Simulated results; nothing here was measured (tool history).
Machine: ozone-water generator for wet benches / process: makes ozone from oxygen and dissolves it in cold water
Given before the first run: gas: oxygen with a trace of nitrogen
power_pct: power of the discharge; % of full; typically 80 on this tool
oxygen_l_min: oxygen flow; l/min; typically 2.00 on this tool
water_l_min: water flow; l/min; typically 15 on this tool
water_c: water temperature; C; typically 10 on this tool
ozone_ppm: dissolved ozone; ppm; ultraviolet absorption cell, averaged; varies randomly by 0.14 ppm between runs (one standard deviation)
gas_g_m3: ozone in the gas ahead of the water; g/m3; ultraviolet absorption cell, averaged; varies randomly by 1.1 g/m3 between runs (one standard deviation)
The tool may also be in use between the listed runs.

run	hour	power_pct	oxygen_l_min	water_l_min	water_c	ozone_ppm	gas_g_m3
1	0.0	80	2.00	15	10	14.8	176.0
2	95.8	79	2.00	15	10	14.7	175.6
3	186.4	71	2.00	15	10	13.3	159.8
4	257.3	80	2.00	19	10	11.7	176.3
5	358.8	80	2.00	19	10	11.7	175.5
6	445.0	80	2.00	19	10	11.5	173.3
7	543.7	80	2.00	19	10	11.6	172.2
8	638.0	80	1.45	15	10	12.7	195.1
9	705.1	80	2.00	20	10	10.9	171.7
10	806.8	80	2.00	15	10	14.3	169.8
11	897.4	80	2.00	15	10	14.3	171.5
12	958.9	80	2.00	15	10	14.2	171.8
13	1015.2	80	2.00	15	10	14.1	171.8
14	1105.8	80	2.00	15	10	14.2	171.0
15	1166.9	80	2.00	15	10	14.1	168.7
16	1239.9	80	2.00	15	10	14.2	168.8
17	1350.4	80	2.00	15	10	14.1	167.8
18	1420.5	74	2.49	10	16	18.3	146.3
19	1481.4	47	1.01	10	16	9.5	140.1
20	1535.2	60	1.08	14	9	9.0	167.1
21	1630.2	60	1.08	14	9	9.0	166.6
22	1711.5	60	3.58	14	14	13.4	106.6
23	1790.1	80	1.15	15	16	10.3	205.7
24	1858.6	75	3.59	15	7	16.5	126.8
25	1919.8	75	3.59	15	7	16.0	126.1
26	2032.5	75	1.41	10	7	16.9	178.1
27	2120.2	72	1.23	10	9	14.8	178.3
28	2188.1	62	1.23	21	9	6.3	159.7
29	2281.3	80	2.00	17	10	12.1	161.6
30	2331.5	45	2.00	13	6	10.0	103.6
31	2445.1	91	3.39	20	7	14.1	146.6

How would selected steps in ozone_ppm from run to run divide? Give the signed amount a tool lacking its hidden state would still show from settings, what came in and random variation, and the signed amount left for the hidden state, including any gauge scatter that is not in both of the compared results.
Unlogged tool condition in this case: yield of the discharge, % of new electrodes'; contactor's efficiency, % of a clean one's; true water temperature over the reading, C; drift of the gauge itself on ozone_ppm, %; drift of the gauge itself on gas_g_m3, %.
Run 18 -> 19: power_pct 74 -> 47, oxygen_l_min 2.49 -> 1.01. ozone_ppm -8.8 ppm: hidden state +2.3, all else -11.1.
Run 23 -> 24: power_pct 80 -> 75, oxygen_l_min 1.15 -> 3.59, water_c 16 -> 7. ozone_ppm +6.2 ppm: hidden state -1.1, all else +7.3.
Run 27 -> 28: power_pct 72 -> 62, water_l_min 10 -> 21. ozone_ppm -8.5 ppm: hidden state +1.9, all else -10.4.
Run 30 -> 31: power_pct 45 -> 91, oxygen_l_min 2.00 -> 3.39, water_l_min 13 -> 20, water_c 6 -> 7. ozone_ppm +4.1 ppm: hidden state -2.5, all else +6.6.

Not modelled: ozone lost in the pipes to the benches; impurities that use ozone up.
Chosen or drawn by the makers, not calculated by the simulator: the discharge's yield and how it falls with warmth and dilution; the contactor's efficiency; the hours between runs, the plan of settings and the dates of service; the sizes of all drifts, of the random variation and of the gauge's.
